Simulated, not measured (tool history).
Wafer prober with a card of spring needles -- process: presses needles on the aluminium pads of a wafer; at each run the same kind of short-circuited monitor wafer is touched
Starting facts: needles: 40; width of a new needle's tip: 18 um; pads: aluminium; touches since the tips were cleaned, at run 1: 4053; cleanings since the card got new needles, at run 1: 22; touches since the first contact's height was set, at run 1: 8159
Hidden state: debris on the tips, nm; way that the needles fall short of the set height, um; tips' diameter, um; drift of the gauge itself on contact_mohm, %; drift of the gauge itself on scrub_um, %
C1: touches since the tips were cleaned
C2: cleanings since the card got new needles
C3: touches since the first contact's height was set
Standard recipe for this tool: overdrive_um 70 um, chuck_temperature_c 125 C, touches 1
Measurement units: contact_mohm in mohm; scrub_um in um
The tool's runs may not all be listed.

run 1 hour=0.0 | overdrive_um=70 chuck_temperature_c=125 touches=1 | C1=4053 C2=22 C3=8159 | contact_mohm=381 scrub_um=14.46
-- hour=6.8 tips cleaned on abrasive film
run 2 hour=10.6 | overdrive_um=84 chuck_temperature_c=125 touches=1 | C1=2445 C2=23 C3=14879 | contact_mohm=391 scrub_um=17.35
-- hour=21.6 tips cleaned on abrasive film
run 3 hour=26.1 | overdrive_um=84 chuck_temperature_c=125 touches=1 | C1=2875 C2=24 C3=24684 | contact_mohm=325 scrub_um=17.38
-- hour=36.0 tips cleaned on abrasive film
run 4 hour=38.9 | overdrive_um=70 chuck_temperature_c=125 touches=1 | C1=1837 C2=25 C3=32826 | contact_mohm=332 scrub_um=14.44
-- hour=49.8 tips cleaned on abrasive film
run 5 hour=58.8 | overdrive_um=70 chuck_temperature_c=125 touches=1 | C1=5747 C2=26 C3=45453 | contact_mohm=416 scrub_um=14.41
-- hour=63.6 tips cleaned on abrasive film
-- hour=77.4 tips cleaned on abrasive film
run 6 hour=77.7 | overdrive_um=70 chuck_temperature_c=125 touches=1 | C1=177 C2=28 C3=57439 | contact_mohm=262 scrub_um=14.31
-- hour=91.2 tips cleaned on abrasive film
-- hour=96.0 tips cleaned on abrasive film, once more
run 7 hour=98.2 | overdrive_um=70 chuck_temperature_c=125 touches=1 | C1=1393 C2=30 C3=70425 | contact_mohm=326 scrub_um=14.33
-- hour=109.7 tips cleaned on abrasive film
run 8 hour=109.7 | overdrive_um=70 chuck_temperature_c=125 touches=1 | C1=0 C2=31 C3=77669 | contact_mohm=236 scrub_um=14.42
run 9 hour=122.3 | overdrive_um=70 chuck_temperature_c=125 touches=1 | C1=8062 C2=31 C3=85731 | contact_mohm=428 scrub_um=14.29
-- hour=123.9 tips cleaned on abrasive film
run 10 hour=133.4 | overdrive_um=70 chuck_temperature_c=125 touches=1 | C1=6099 C2=32 C3=92777 | contact_mohm=418 scrub_um=14.31
-- hour=137.6 tips cleaned on abrasive film
run 11 hour=145.2 | overdrive_um=70 chuck_temperature_c=125 touches=1 | C1=4889 C2=33 C3=100289 | contact_mohm=406 scrub_um=14.27
-- hour=147.5 height of the first contact set anew
-- hour=152.4 tips cleaned on abrasive film
run 12 hour=158.2 | overdrive_um=70 chuck_temperature_c=125 touches=1 | C1=3764 C2=34 C3=6784 | contact_mohm=389 scrub_um=14.48
-- hour=166.0 tips cleaned on abrasive film
run 13 hour=177.8 | overdrive_um=70 chuck_temperature_c=35 touches=1 | C1=7509 C2=35 C3=19211 | contact_mohm=431 scrub_um=14.49
-- hour=179.6 tips cleaned on abrasive film
run 14 hour=190.4 | overdrive_um=70 chuck_temperature_c=35 touches=1 | C1=6915 C2=36 C3=27232 | contact_mohm=443 scrub_um=14.42
-- hour=193.7 tips cleaned on abrasive film
-- hour=207.5 tips cleaned on abrasive film
run 15 hour=210.0 | overdrive_um=70 chuck_temperature_c=35 touches=1 | C1=1612 C2=38 C3=39626 | contact_mohm=324 scrub_um=14.41
-- hour=221.1 tips cleaned on abrasive film
run 16 hour=221.8 | overdrive_um=70 chuck_temperature_c=35 touches=1 | C1=429 C2=39 C3=47094 | contact_mohm=260 scrub_um=14.41
-- hour=234.1 tips cleaned on abrasive film
run 17 hour=237.5 | overdrive_um=55 chuck_temperature_c=63 touches=1 | C1=2117 C2=40 C3=57033 | contact_mohm=435 scrub_um=11.27
-- hour=247.5 tips cleaned on abrasive film
run 18 hour=249.2 | overdrive_um=54 chuck_temperature_c=63 touches=1 | C1=1106 C2=41 C3=64461 | contact_mohm=376 scrub_um=11.03
-- hour=260.5 tips cleaned on abrasive film
run 19 hour=264.0 | overdrive_um=76 chuck_temperature_c=63 touches=2 | C1=2207 C2=42 C3=73856 | contact_mohm=288 scrub_um=15.53
-- hour=274.1 tips cleaned on abrasive film
run 20 hour=275.8 | overdrive_um=70 chuck_temperature_c=98 touches=1 | C1=1089 C2=43 C3=81338 | contact_mohm=317 scrub_um=14.27
-- hour=287.9 tips cleaned on abrasive film
run 21 hour=289.8 | overdrive_um=59 chuck_temperature_c=98 touches=1 | C1=1184 C2=44 C3=90212 | contact_mohm=381 scrub_um=12.04
-- hour=301.4 tips cleaned on abrasive film
run 22 hour=303.3 | overdrive_um=59 chuck_temperature_c=98 touches=2 | C1=1184 C2=45 C3=98787 | contact_mohm=297 scrub_um=12.03
-- hour=307.8 height of the first contact set anew
-- hour=316.1 tips cleaned on abrasive film
run 23 hour=324.9 | overdrive_um=61 chuck_temperature_c=98 touches=1 | C1=5628 C2=46 C3=10908 | contact_mohm=488 scrub_um=12.61
-- hour=329.1 tips cleaned on abrasive film
run 24 hour=339.0 | overdrive_um=63 chuck_temperature_c=37 touches=1 | C1=6291 C2=47 C3=19833 | contact_mohm=482 scrub_um=12.98
-- hour=342.9 tips cleaned on abrasive film
run 25 hour=349.4 | overdrive_um=63 chuck_temperature_c=37 touches=1 | C1=4129 C2=48 C3=26397 | contact_mohm=447 scrub_um=12.98
-- hour=357.3 tips cleaned on abrasive film
run 26 hour=370.0 | overdrive_um=65 chuck_temperature_c=103 touches=1 | C1=8128 C2=49 C3=39545 | contact_mohm=466 scrub_um=13.32
-- hour=371.8 tips cleaned on abrasive film
-- hour=385.6 tips cleaned on abrasive film
run 27 hour=388.0 | overdrive_um=65 chuck_temperature_c=103 touches=1 | C1=1522 C2=51 C3=50896 | contact_mohm=353 scrub_um=13.38
run 28 hour=397.7 | overdrive_um=65 chuck_temperature_c=103 touches=1 | C1=7703 C2=51 C3=57077 | contact_mohm=466 scrub_um=13.38
-- hour=399.6 tips cleaned on abrasive film
-- hour=413.4 tips cleaned on abrasive film
run 29 hour=416.0 | overdrive_um=65 chuck_temperature_c=103 touches=1 | C1=1667 C2=53 C3=68675 | contact_mohm=373 scrub_um=13.31
-- hour=427.5 tips cleaned on abrasive film
run 30 hour=436.6 | overdrive_um=84 chuck_temperature_c=64 touches=1 | C1=5766 C2=54 C3=81748 | contact_mohm=375 scrub_um=17.31
-- hour=441.8 tips cleaned on abrasive film
run 31 hour=447.0 | overdrive_um=89 chuck_temperature_c=116 touches=2 | C1=3381 C2=55 C3=88385 | contact_mohm=287 scrub_um=18.17

For each entry between runs, how does the tool's hidden state at the last listed run before it compare with that at the first listed run after it?
Runs 1 to 2: tips cleaned on abrasive film (hour 6.8)
  debris on the tips, nm: 115.4 -> 163.6; way that the needles fall short of the set height, um: 0.08 -> 0.14; tips' diameter, um: 18.59 -> 18.82
  measured result minus the result with no hidden state, contact_mohm: +161 -> +170 mohm; scrub_um: -0.02 -> -0.03 um
Runs 2 to 3: tips cleaned on abrasive film (hour 21.6)
  debris on the tips, nm: 163.6 -> 99.5; way that the needles fall short of the set height, um: 0.14 -> 0.21; tips' diameter, um: 18.82 -> 18.85
  measured result minus the result with no hidden state, contact_mohm: +170 -> +105 mohm; scrub_um: -0.03 -> -0.04 um
Runs 3 to 4: tips cleaned on abrasive film (hour 36.0)
  debris on the tips, nm: 99.5 -> 79.4; way that the needles fall short of the set height, um: 0.21 -> 0.27; tips' diameter, um: 18.85 -> 18.87
  measured result minus the result with no hidden state, contact_mohm: +105 -> +113 mohm; scrub_um: -0.04 -> -0.06 um
Runs 4 to 5: tips cleaned on abrasive film (hour 49.8)
  debris on the tips, nm: 79.4 -> 132.1; way that the needles fall short of the set height, um: 0.27 -> 0.33; tips' diameter, um: 18.87 -> 18.89
  measured result minus the result with no hidden state, contact_mohm: +113 -> +193 mohm; scrub_um: -0.06 -> -0.07 um
Runs 5 to 6: tips cleaned on abrasive film (hour 63.6); tips cleaned on abrasive film (hour 77.4)
  debris on the tips, nm: 132.1 -> 24.8; way that the needles fall short of the set height, um: 0.33 -> 0.46; tips' diameter, um: 18.89 -> 18.94
  measured result minus the result with no hidden state, contact_mohm: +193 -> +38 mohm; scrub_um: -0.07 -> -0.09 um
Runs 6 to 7: tips cleaned on abrasive film (hour 91.2); tips cleaned on abrasive film, once more (hour 96.0)
  debris on the tips, nm: 24.8 -> 69.8; way that the needles fall short of the set height, um: 0.46 -> 0.61; tips' diameter, um: 18.94 -> 18.99
  measured result minus the result with no hidden state, contact_mohm: +38 -> +103 mohm; scrub_um: -0.09 -> -0.13 um
Runs 7 to 8: tips cleaned on abrasive film (hour 109.7)
  debris on the tips, nm: 69.8 -> 8.4; way that the needles fall short of the set height, um: 0.61 -> 0.69; tips' diameter, um: 18.99 -> 19.02
  measured result minus the result with no hidden state, contact_mohm: +103 -> +14 mohm; scrub_um: -0.13 -> -0.15 um
Runs 9 to 10: tips cleaned on abrasive film (hour 123.9)
  debris on the tips, nm: 139.9 -> 130.9; way that the needles fall short of the set height, um: 0.69 -> 0.79; tips' diameter, um: 19.02 -> 19.05
  measured result minus the result with no hidden state, contact_mohm: +207 -> +195 mohm; scrub_um: -0.14 -> -0.16 um
Runs 10 to 11: tips cleaned on abrasive film (hour 137.6)
  debris on the tips, nm: 130.9 -> 124.3; way that the needles fall short of the set height, um: 0.79 -> 0.88; tips' diameter, um: 19.05 -> 19.08
  measured result minus the result with no hidden state, contact_mohm: +195 -> +185 mohm; scrub_um: -0.16 -> -0.18 um
Runs 11 to 12: height of the first contact set anew (hour 147.5); tips cleaned on abrasive film (hour 152.4)
  debris on the tips, nm: 124.3 -> 113.5; way that the needles fall short of the set height, um: 0.88 -> 0.07; tips' diameter, um: 19.08 -> 19.11
  measured result minus the result with no hidden state, contact_mohm: +185 -> +166 mohm; scrub_um: -0.18 -> -0.01 um
Runs 12 to 13: tips cleaned on abrasive film (hour 166.0)
  debris on the tips, nm: 113.5 -> 137; way that the needles fall short of the set height, um: 0.07 -> 0.16; tips' diameter, um: 19.11 -> 19.14
  measured result minus the result with no hidden state, contact_mohm: +166 -> +231 mohm; scrub_um: -0.01 -> -0.03 um
Runs 13 to 14: tips cleaned on abrasive film (hour 179.6)
  debris on the tips, nm: 137 -> 136.9; way that the needles fall short of the set height, um: 0.16 -> 0.23; tips' diameter, um: 19.14 -> 19.16
  measured result minus the result with no hidden state, contact_mohm: +231 -> +237 mohm; scrub_um: -0.03 -> -0.05 um
Runs 14 to 15: tips cleaned on abrasive film (hour 193.7); tips cleaned on abrasive film (hour 207.5)
  debris on the tips, nm: 136.9 -> 67.6; way that the needles fall short of the set height, um: 0.23 -> 0.39; tips' diameter, um: 19.16 -> 19.22
  measured result minus the result with no hidden state, contact_mohm: +237 -> +119 mohm; scrub_um: -0.05 -> -0.08 um
Runs 15 to 16: tips cleaned on abrasive film (hour 221.1)
  debris on the tips, nm: 67.6 -> 33.4; way that the needles fall short of the set height, um: 0.39 -> 0.47; tips' diameter, um: 19.22 -> 19.25
  measured result minus the result with no hidden state, contact_mohm: +119 -> +59 mohm; scrub_um: -0.08 -> -0.10 um
Runs 16 to 17: tips cleaned on abrasive film (hour 234.1)
  debris on the tips, nm: 33.4 -> 84.6; way that the needles fall short of the set height, um: 0.47 -> 0.55; tips' diameter, um: 19.25 -> 19.27
  measured result minus the result with no hidden state, contact_mohm: +59 -> +221 mohm; scrub_um: -0.10 -> -0.12 um
Runs 17 to 18: tips cleaned on abrasive film (hour 247.5)
  debris on the tips, nm: 84.6 -> 61.2; way that the needles fall short of the set height, um: 0.55 -> 0.65; tips' diameter, um: 19.27 -> 19.31
  measured result minus the result with no hidden state, contact_mohm: +221 -> +165 mohm; scrub_um: -0.12 -> -0.13 um
Runs 18 to 19: tips cleaned on abrasive film (hour 260.5)
  debris on the tips, nm: 61.2 -> 91.6; way that the needles fall short of the set height, um: 0.65 -> 0.72; tips' diameter, um: 19.31 -> 19.33
  measured result minus the result with no hidden state, contact_mohm: +165 -> +81 mohm; scrub_um: -0.13 -> -0.14 um
Runs 19 to 20: tips cleaned on abrasive film (hour 274.1)
  debris on the tips, nm: 91.6 -> 63.6; way that the needles fall short of the set height, um: 0.72 -> 0.8; tips' diameter, um: 19.33 -> 19.36
  measured result minus the result with no hidden state, contact_mohm: +81 -> +102 mohm; scrub_um: -0.14 -> -0.17 um
Runs 20 to 21: tips cleaned on abrasive film (hour 287.9)
  debris on the tips, nm: 63.6 -> 71.9; way that the needles fall short of the set height, um: 0.8 -> 0.88; tips' diameter, um: 19.36 -> 19.39
  measured result minus the result with no hidden state, contact_mohm: +102 -> +159 mohm; scrub_um: -0.17 -> -0.18 um
Runs 21 to 22: tips cleaned on abrasive film (hour 301.4)
  debris on the tips, nm: 71.9 -> 58.2; way that the needles fall short of the set height, um: 0.88 -> 0.94; tips' diameter, um: 19.39 -> 19.41
  measured result minus the result with no hidden state, contact_mohm: +159 -> +78 mohm; scrub_um: -0.18 -> -0.20 um
Runs 22 to 23: height of the first contact set anew (hour 307.8); tips cleaned on abrasive film (hour 316.1)
  debris on the tips, nm: 58.2 -> 130.1; way that the needles fall short of the set height, um: 0.94 -> 0.09; tips' diameter, um: 19.41 -> 19.44
  measured result minus the result with no hidden state, contact_mohm: +78 -> +266 mohm; scrub_um: -0.20 -> -0.02 um
Runs 23 to 24: tips cleaned on abrasive film (hour 329.1)
  debris on the tips, nm: 130.1 -> 131.9; way that the needles fall short of the set height, um: 0.09 -> 0.18; tips' diameter, um: 19.44 -> 19.47
  measured result minus the result with no hidden state, contact_mohm: +266 -> +279 mohm; scrub_um: -0.02 -> -0.04 um
Runs 24 to 25: tips cleaned on abrasive film (hour 342.9)
  debris on the tips, nm: 131.9 -> 117.1; way that the needles fall short of the set height, um: 0.18 -> 0.27; tips' diameter, um: 19.47 -> 19.5
  measured result minus the result with no hidden state, contact_mohm: +279 -> +246 mohm; scrub_um: -0.04 -> -0.05 um
Runs 25 to 26: tips cleaned on abrasive film (hour 357.3)
  debris on the tips, nm: 117.1 -> 138.6; way that the needles fall short of the set height, um: 0.27 -> 0.34; tips' diameter, um: 19.5 -> 19.53
  measured result minus the result with no hidden state, contact_mohm: +246 -> +250 mohm; scrub_um: -0.05 -> -0.07 um
Runs 26 to 27: tips cleaned on abrasive film (hour 371.8); tips cleaned on abrasive film (hour 385.6)
  debris on the tips, nm: 138.6 -> 73.4; way that the needles fall short of the set height, um: 0.34 -> 0.49; tips' diameter, um: 19.53 -> 19.58
  measured result minus the result with no hidden state, contact_mohm: +250 -> +135 mohm; scrub_um: -0.07 -> -0.10 um
Runs 28 to 29: tips cleaned on abrasive film (hour 399.6); tips cleaned on abrasive film (hour 413.4)
  debris on the tips, nm: 137 -> 80.1; way that the needles fall short of the set height, um: 0.49 -> 0.65; tips' diameter, um: 19.58 -> 19.64
  measured result minus the result with no hidden state, contact_mohm: +249 -> +151 mohm; scrub_um: -0.10 -> -0.14 um
Runs 29 to 30: tips cleaned on abrasive film (hour 427.5)
  debris on the tips, nm: 80.1 -> 131.6; way that the needles fall short of the set height, um: 0.65 -> 0.72; tips' diameter, um: 19.64 -> 19.66
  measured result minus the result with no hidden state, contact_mohm: +151 -> +166 mohm; scrub_um: -0.14 -> -0.15 um
Runs 30 to 31: tips cleaned on abrasive film (hour 441.8)
  debris on the tips, nm: 131.6 -> 109.5; way that the needles fall short of the set height, um: 0.72 -> 0.78; tips' diameter, um: 19.66 -> 19.68
  measured result minus the result with no hidden state, contact_mohm: +166 -> +69 mohm; scrub_um: -0.15 -> -0.16 um
